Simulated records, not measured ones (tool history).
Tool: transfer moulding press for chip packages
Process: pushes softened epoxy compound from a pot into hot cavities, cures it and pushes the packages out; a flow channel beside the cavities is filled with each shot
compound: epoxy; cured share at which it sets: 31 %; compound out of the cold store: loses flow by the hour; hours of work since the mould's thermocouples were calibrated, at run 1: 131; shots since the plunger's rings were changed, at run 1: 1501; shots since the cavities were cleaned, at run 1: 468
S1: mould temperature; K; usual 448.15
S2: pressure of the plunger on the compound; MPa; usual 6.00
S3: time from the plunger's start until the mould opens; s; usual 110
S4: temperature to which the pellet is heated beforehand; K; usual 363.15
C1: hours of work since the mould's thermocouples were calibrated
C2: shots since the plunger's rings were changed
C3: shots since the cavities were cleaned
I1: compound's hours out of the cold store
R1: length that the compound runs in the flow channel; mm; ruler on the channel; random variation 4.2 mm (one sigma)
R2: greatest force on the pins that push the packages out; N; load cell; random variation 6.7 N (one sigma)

{"run": 1, "day": 0.0, "S1": 448.15, "S2": 6.0, "S3": 110, "S4": 363.15, "C1": 131, "C2": 1501, "C3": 468, "I1": 20.6, "R1": 922, "R2": 368}
{"run": 2, "day": 0.196, "S1": 448.15, "S2": 6.0, "S3": 110, "S4": 363.15, "C1": 134, "C2": 1548, "C3": 515, "I1": 47.1, "R1": 831, "R2": 345}
{"day": 0.525, "done": "cavities cleaned with cleaning compound and waxed"}
{"run": 3, "day": 0.525, "S1": 448.15, "S2": 6.0, "S3": 110, "S4": 363.15, "C1": 137, "C2": 1611, "C3": 0, "I1": 36.4, "R1": 861, "R2": 274}
{"run": 4, "day": 0.729, "S1": 448.15, "S2": 6.0, "S3": 110, "S4": 363.15, "C1": 140, "C2": 1659, "C3": 48, "I1": 30.8, "R1": 880, "R2": 278}
{"run": 5, "day": 1.046, "S1": 448.15, "S2": 6.0, "S3": 110, "S4": 363.15, "C1": 144, "C2": 1734, "C3": 123, "I1": 22.9, "R1": 906, "R2": 295}
{"run": 6, "day": 1.358, "S1": 448.15, "S2": 6.0, "S3": 110, "S4": 363.15, "C1": 149, "C2": 1809, "C3": 198, "I1": 44.2, "R1": 833, "R2": 305}
{"run": 7, "day": 1.725, "S1": 448.15, "S2": 6.0, "S3": 110, "S4": 363.15, "C1": 153, "C2": 1895, "C3": 284, "I1": 24.5, "R1": 902, "R2": 335}
{"run": 8, "day": 1.958, "S1": 448.15, "S2": 4.53, "S3": 110, "S4": 363.15, "C1": 157, "C2": 1951, "C3": 340, "I1": 47.1, "R1": 719, "R2": 332}
{"run": 9, "day": 2.183, "S1": 448.15, "S2": 6.0, "S3": 110, "S4": 363.15, "C1": 160, "C2": 2005, "C3": 394, "I1": 14.0, "R1": 940, "R2": 345}
{"run": 10, "day": 2.583, "S1": 448.15, "S2": 6.0, "S3": 110, "S4": 363.15, "C1": 165, "C2": 2100, "C3": 489, "I1": 40.2, "R1": 844, "R2": 333}
{"day": 3.012, "done": "cavities cleaned with cleaning compound and waxed"}
{"run": 11, "day": 3.029, "S1": 448.15, "S2": 6.0, "S3": 110, "S4": 363.15, "C1": 170, "C2": 2191, "C3": 5, "I1": 28.6, "R1": 885, "R2": 259}
{"run": 12, "day": 3.279, "S1": 448.15, "S2": 6.0, "S3": 110, "S4": 363.15, "C1": 173, "C2": 2250, "C3": 64, "I1": 29.5, "R1": 889, "R2": 285}
{"run": 13, "day": 3.467, "S1": 450.15, "S2": 5.31, "S3": 95, "S4": 363.15, "C1": 176, "C2": 2294, "C3": 108, "I1": 26.1, "R1": 835, "R2": 335}
{"run": 14, "day": 3.85, "S1": 450.15, "S2": 5.31, "S3": 95, "S4": 363.15, "C1": 181, "C2": 2386, "C3": 200, "I1": 17.1, "R1": 873, "R2": 364}
{"run": 15, "day": 4.042, "S1": 450.15, "S2": 7.28, "S3": 102, "S4": 363.15, "C1": 184, "C2": 2430, "C3": 244, "I1": 45.4, "R1": 910, "R2": 313}
{"run": 16, "day": 4.3, "S1": 451.15, "S2": 6.0, "S3": 98, "S4": 357.15, "C1": 187, "C2": 2493, "C3": 307, "I1": 39.0, "R1": 836, "R2": 334}
{"run": 17, "day": 4.633, "S1": 451.15, "S2": 6.0, "S3": 117, "S4": 360.15, "C1": 191, "C2": 2571, "C3": 385, "I1": 31.0, "R1": 866, "R2": 305}
{"run": 18, "day": 5.008, "S1": 453.15, "S2": 7.47, "S3": 126, "S4": 369.15, "C1": 196, "C2": 2660, "C3": 474, "I1": 9.5, "R1": 1044, "R2": 290}
{"run": 19, "day": 5.367, "S1": 454.15, "S2": 6.88, "S3": 126, "S4": 369.15, "C1": 201, "C2": 2746, "C3": 560, "I1": 12.5, "R1": 971, "R2": 309}
{"day": 5.508, "done": "cavities cleaned with cleaning compound and waxed"}
{"run": 20, "day": 5.821, "S1": 454.15, "S2": 6.88, "S3": 126, "S4": 369.15, "C1": 206, "C2": 2839, "C3": 75, "I1": 31.2, "R1": 901, "R2": 239}
{"run": 21, "day": 6.108, "S1": 443.15, "S2": 6.88, "S3": 126, "S4": 367.15, "C1": 210, "C2": 2906, "C3": 142, "I1": 9.0, "R1": 1046, "R2": 325}

Measured less the same run without the tool's hidden state. The same run-to-run variation is in both; the gauge's scatter may not be:
The hidden state here: true mould temperature over the reading, C; pressure that reaches the compound, % of what is set; grip of the stained cavities, % over clean ones'; drift of the gauge itself on flow_mm, %; drift of the gauge itself on push_out_n, %.
run=1 R1=-11 R2=+92
run=2 R1=-11 R2=+89
run=3 R1=-12 R2=+4
run=4 R1=-13 R2=+14
run=5 R1=-13 R2=+30
run=6 R1=-13 R2=+44
run=7 R1=-15 R2=+61
run=8 R1=-11 R2=+66
run=9 R1=-15 R2=+74
run=10 R1=-15 R2=+80
run=11 R1=-16 R2=+2
run=12 R1=-16 R2=+17
run=13 R1=-15 R2=+31
run=14 R1=-16 R2=+53
run=15 R1=-18 R2=+51
run=16 R1=-16 R2=+62
run=17 R1=-18 R2=+65
run=18 R1=-22 R2=+69
run=19 R1=-22 R2=+78
run=20 R1=-21 R2=+18
run=21 R1=-24 R2=+36

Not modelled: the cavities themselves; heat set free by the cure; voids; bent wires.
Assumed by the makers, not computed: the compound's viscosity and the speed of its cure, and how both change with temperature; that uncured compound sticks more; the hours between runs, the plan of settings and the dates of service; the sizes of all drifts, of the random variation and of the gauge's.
